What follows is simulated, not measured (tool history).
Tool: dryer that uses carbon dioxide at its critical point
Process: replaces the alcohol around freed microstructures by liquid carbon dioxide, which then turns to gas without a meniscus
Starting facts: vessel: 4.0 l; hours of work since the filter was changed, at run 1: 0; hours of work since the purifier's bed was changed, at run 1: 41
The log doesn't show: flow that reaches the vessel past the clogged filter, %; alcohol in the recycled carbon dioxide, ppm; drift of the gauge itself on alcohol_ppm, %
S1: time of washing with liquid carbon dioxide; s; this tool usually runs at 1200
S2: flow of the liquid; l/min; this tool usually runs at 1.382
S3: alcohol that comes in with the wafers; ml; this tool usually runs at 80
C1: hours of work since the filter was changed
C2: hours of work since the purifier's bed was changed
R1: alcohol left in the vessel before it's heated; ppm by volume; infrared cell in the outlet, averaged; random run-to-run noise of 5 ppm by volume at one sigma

run,hour,S1,S2,S3,C1,C2,R1
1,0.0,1200,1.382,80,0,41,26
2,9.9,1200,1.382,80,5,46,35
3,21.8,1200,1.382,80,12,52,33
4,35.1,1200,1.382,80,18,59,40
5,42.6,1200,1.382,80,22,63,42
6,55.0,1200,1.382,86,29,70,44
7,67.4,1200,1.382,80,35,76,33
8,82.7,1200,1.382,80,43,84,37
9,91.0,1200,1.382,80,47,88,34
10,105.7,1200,1.382,80,55,96,35
11,116.0,1200,1.382,80,60,101,34
12,123.1,1200,1.382,80,64,105,44
13,131.4,780,2.030,56,68,109,33
14,142.8,780,2.030,56,74,115,43
15,154.0,780,1.370,69,80,121,282
16,169.7,1260,1.010,20,88,129,53
17,178.4,1260,1.010,20,92,133,53
18,191.0,1260,1.810,80,99,140,13

Run 19 is up next; what results do you expect?
19,200.8,1260,1.810,36,104,145,?

{"run 19": {"R1": 8}}
With the hidden condition absent and the run-to-run variation left alone, this run would have shown R1 0 ppm by volume.

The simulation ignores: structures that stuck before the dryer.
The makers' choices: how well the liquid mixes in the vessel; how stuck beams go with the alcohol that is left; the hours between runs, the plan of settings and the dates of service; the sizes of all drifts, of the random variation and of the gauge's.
